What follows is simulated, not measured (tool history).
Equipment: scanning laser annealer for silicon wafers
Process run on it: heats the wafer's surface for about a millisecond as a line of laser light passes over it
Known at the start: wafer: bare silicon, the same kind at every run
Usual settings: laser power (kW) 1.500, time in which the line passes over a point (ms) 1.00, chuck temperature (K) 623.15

run   hour  laser power (kW)  time in which the line passes over a point (ms)  chuck temperature (K)  highest temperature of the surface (K)
  1    0.0             1.500                                             1.00                 623.15                                 1348.15
  2   69.5             1.500                                             1.00                 623.15                                 1346.15
  3  133.1             1.500                                             1.00                 623.15                                 1344.15
  4  192.0             1.500                                             1.00                 623.15                                 1344.15
  5  234.5             1.500                                             1.00                 623.15                                 1347.15
  6  277.7             1.500                                             1.00                 623.15                                 1350.15
  7  333.4             1.624                                             1.00                 623.15                                 1407.15
  8  389.4             1.500                                             1.00                 623.15                                 1346.15
  9  429.5             1.500                                             1.00                 654.15                                 1379.15
 10  482.5             1.376                                             0.92                 636.15                                 1277.15
 11  543.2             1.639                                             1.19                 601.15                                 1452.15
 12  577.3             1.639                                             1.19                 649.15                                 1505.15
 13  631.4             1.315                                             1.04                 622.15                                 1271.15
 14  672.4             1.500                                             0.83                 591.15                                 1260.15
 15  747.4             1.307                                             0.75                 591.15                                 1151.15

Taken out of this log: 1 entry between the listed runs. Where each belongs, and how the hidden state differs across it:
Run 10 -> run 11: window over the wafer cleaned (hour 543.2)
  light that passes the window, % of a clean one's: 99.89 -> 100; width of the line over the set one, %: 0.02 -> 0.03
